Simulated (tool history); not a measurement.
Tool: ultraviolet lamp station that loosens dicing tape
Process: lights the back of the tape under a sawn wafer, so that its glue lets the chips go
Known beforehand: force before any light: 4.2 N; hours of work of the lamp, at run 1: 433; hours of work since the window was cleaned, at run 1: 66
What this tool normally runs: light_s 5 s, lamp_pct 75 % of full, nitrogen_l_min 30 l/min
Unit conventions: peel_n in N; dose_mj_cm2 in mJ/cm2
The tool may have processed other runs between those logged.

| run | hour | light_s | lamp_pct | nitrogen_l_min | hours of work of the lamp | hours of work since the window was cleaned | peel_n | dose_mj_cm2 |
|---|---|---|---|---|---|---|---|---|
| 1 | 0 | 5 | 75 | 30 | 433 | 66 | 0.847 | 354 |
| 2 | 11.7 | 5 | 75 | 30 | 439 | 72 | 0.863 | 343 |
| 3 | 22.7 | 5 | 75 | 30 | 445 | 78 | 0.851 | 348 |
| 4 | 34.7 | 5 | 75 | 30 | 451 | 84 | 0.843 | 343 |
| 5 | 50.7 | 5 | 68 | 30 | 460 | 92 | 0.989 | 313 |
| 6 | 72.3 | 5 | 67 | 30 | 471 | 103 | 0.995 | 303 |
|  | 74 | window cleaned of glue's vapour |
| 7 | 87.5 | 5 | 67 | 30 | 479 | 7 | 1.049 | 298 |
| 8 | 109.1 | 2 | 75 | 18 | 490 | 18 | 2.563 | 135 |
| 9 | 120.6 | 3 | 66 | 33 | 496 | 24 | 1.796 | 173 |
|  | 141.2 | window cleaned of glue's vapour, once more |
| 10 | 141.2 | 9 | 75 | 30 | 506 | 0 | 0.374 | 633 |
| 11 | 163.7 | 7 | 67 | 41 | 518 | 12 | 0.512 | 431 |
| 12 | 173 | 7 | 87 | 27 | 523 | 17 | 0.458 | 555 |
| 13 | 194.1 | 3 | 76 | 58 | 534 | 28 | 1.221 | 207 |

Alternative continuations, all from the tool just after run 13; predict every row:
| A | 212.6 | 3 | 100 | 41 | 544 | 37 | ? | ? |
| B | 212.6 | 5 | 75 | 44 | 544 | 37 | ? | ? |
| C | 212.6 | 9 | 77 | 58 | 544 | 37 | ? | ? |

| run | peel_n | dose_mj_cm2 |
|---|---|---|
| A | 1.06 | 270 |
| B | 0.73 | 342 |
| C | 0.287 | 620 |
With no hidden state in the tool, these same runs would have given:
| run | peel_n | dose_mj_cm2 |
|---|---|---|
| A | 0.717 | 361 |
| B | 0.476 | 455 |
| C | 0.241 | 828 |

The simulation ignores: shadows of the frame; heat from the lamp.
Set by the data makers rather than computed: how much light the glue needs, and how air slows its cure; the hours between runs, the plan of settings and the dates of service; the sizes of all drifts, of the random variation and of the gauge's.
